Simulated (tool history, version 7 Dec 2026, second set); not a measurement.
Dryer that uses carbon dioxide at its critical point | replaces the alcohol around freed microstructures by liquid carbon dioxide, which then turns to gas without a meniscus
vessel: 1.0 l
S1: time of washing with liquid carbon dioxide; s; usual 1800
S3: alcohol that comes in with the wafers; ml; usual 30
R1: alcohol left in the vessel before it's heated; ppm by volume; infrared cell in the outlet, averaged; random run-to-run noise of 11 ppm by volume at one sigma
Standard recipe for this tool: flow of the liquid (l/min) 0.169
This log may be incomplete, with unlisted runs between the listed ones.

Run 1, day 0: usual settings. Result: R1 726 ppm by volume.
Run 2, day 1.5: usual settings. Result: R1 767 ppm by volume.
Run 3, day 2.992: usual settings. Result: R1 746 ppm by volume.
Run 4, day 4.242: usual settings. Result: R1 766 ppm by volume.
Run 5, day 5.658: usual settings. Result: R1 759 ppm by volume.
Run 6, day 6.788: usual settings. Result: R1 773 ppm by volume.
Run 7, day 7.492: usual settings but S1 1860 s, flow of the liquid (l/min) 0.155, S3 56 ml. Result: R1 1791 ppm by volume.
Run 8, day 8.729: usual settings but S1 1860 s, flow of the liquid (l/min) 0.155, S3 56 ml. Result: R1 1786 ppm by volume.
Run 9, day 9.421: usual settings but S1 1320 s, flow of the liquid (l/min) 0.138, S3 81 ml. Result: R1 9297 ppm by volume.
Run 10, day 10.788: usual settings but S1 1320 s, flow of the liquid (l/min) 0.138, S3 81 ml. Result: R1 9146 ppm by volume.
Run 11, day 12.188: usual settings but S1 1320 s, flow of the liquid (l/min) 0.138, S3 81 ml. Result: R1 9548 ppm by volume.
At day 12.988: inlet filter changed.
Run 12, day 13.483: usual settings but S1 1560 s, flow of the liquid (l/min) 0.138, S3 43 ml. Result: R1 3068 ppm by volume.

Alternative continuations, all from the tool just after run 12; predict every row:
Run A, day 14.433: usual settings but S1 1560 s, flow of the liquid (l/min) 0.127, S3 87 ml. Result: R1 ?.
Run B, day 14.433: usual settings but S1 1560 s, flow of the liquid (l/min) 0.138, S3 36 ml. Result: R1 ?.
Run C, day 14.433: usual settings but S1 1200 s, S3 37 ml. Result: R1 ?.

run    R1
  A  7710
  B  2567
  C  2975
Stripped of hidden state, with their random variation kept, the same runs would have yielded:
run    R1
  A  7521
  B  2471
  C  2874
